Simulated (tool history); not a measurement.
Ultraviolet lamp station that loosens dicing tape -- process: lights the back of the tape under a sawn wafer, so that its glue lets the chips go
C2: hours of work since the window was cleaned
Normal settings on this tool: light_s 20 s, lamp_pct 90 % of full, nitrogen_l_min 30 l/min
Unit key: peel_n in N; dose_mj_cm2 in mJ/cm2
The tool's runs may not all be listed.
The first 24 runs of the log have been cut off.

Run 25, hour 343.9: usual settings but light_s 11 s, lamp_pct 99 % of full, nitrogen_l_min 35 l/min; hours of work of the lamp 481; C2 79. Result: peel_n 0.813 N, dose_mj_cm2 234 mJ/cm2.
Run 26, hour 360.2: usual settings but light_s 11 s, lamp_pct 86 % of full, nitrogen_l_min 35 l/min; hours of work of the lamp 494; C2 92. Result: peel_n 1.009 N, dose_mj_cm2 202 mJ/cm2.
Run 27, hour 380.0: usual settings but light_s 35 s; hours of work of the lamp 509; C2 107. Result: peel_n 0.193 N, dose_mj_cm2 652 mJ/cm2.
Run 28, hour 395.1: usual settings but light_s 35 s; hours of work of the lamp 520; C2 119. Result: peel_n 0.192 N, dose_mj_cm2 639 mJ/cm2.
Run 29, hour 408.4: usual settings but light_s 24 s, lamp_pct 64 % of full; hours of work of the lamp 531; C2 129. Result: peel_n 0.541 N, dose_mj_cm2 311 mJ/cm2.
Run 30, hour 424.6: usual settings but lamp_pct 60 % of full, nitrogen_l_min 13 l/min; hours of work of the lamp 543; C2 141. Result: peel_n 1.201 N, dose_mj_cm2 239 mJ/cm2.
Run 31, hour 442.3: usual settings but light_s 19 s, lamp_pct 86 % of full, nitrogen_l_min 13 l/min; hours of work of the lamp 557; C2 155. Result: peel_n 0.842 N, dose_mj_cm2 316 mJ/cm2.
Run 32, hour 451.3: usual settings but light_s 19 s, lamp_pct 86 % of full, nitrogen_l_min 13 l/min; hours of work of the lamp 564; C2 162. Result: peel_n 0.789 N, dose_mj_cm2 317 mJ/cm2.
Run 33, hour 466.5: usual settings but lamp_pct 93 % of full, nitrogen_l_min 23 l/min; hours of work of the lamp 575; C2 173. Result: peel_n 0.518 N, dose_mj_cm2 357 mJ/cm2.

Predict the results of run 34:
Run 34, hour 485.1: usual settings but lamp_pct 93 % of full, nitrogen_l_min 23 l/min; hours of work of the lamp 589; C2 187. Result: peel_n ?, dose_mj_cm2 ?.

peel_n: 0.508 N
dose_mj_cm2: 346 mJ/cm2
The same run, on a tool lacking any hidden state, would have yielded peel_n 0.221 N, dose_mj_cm2 576 mJ/cm2.
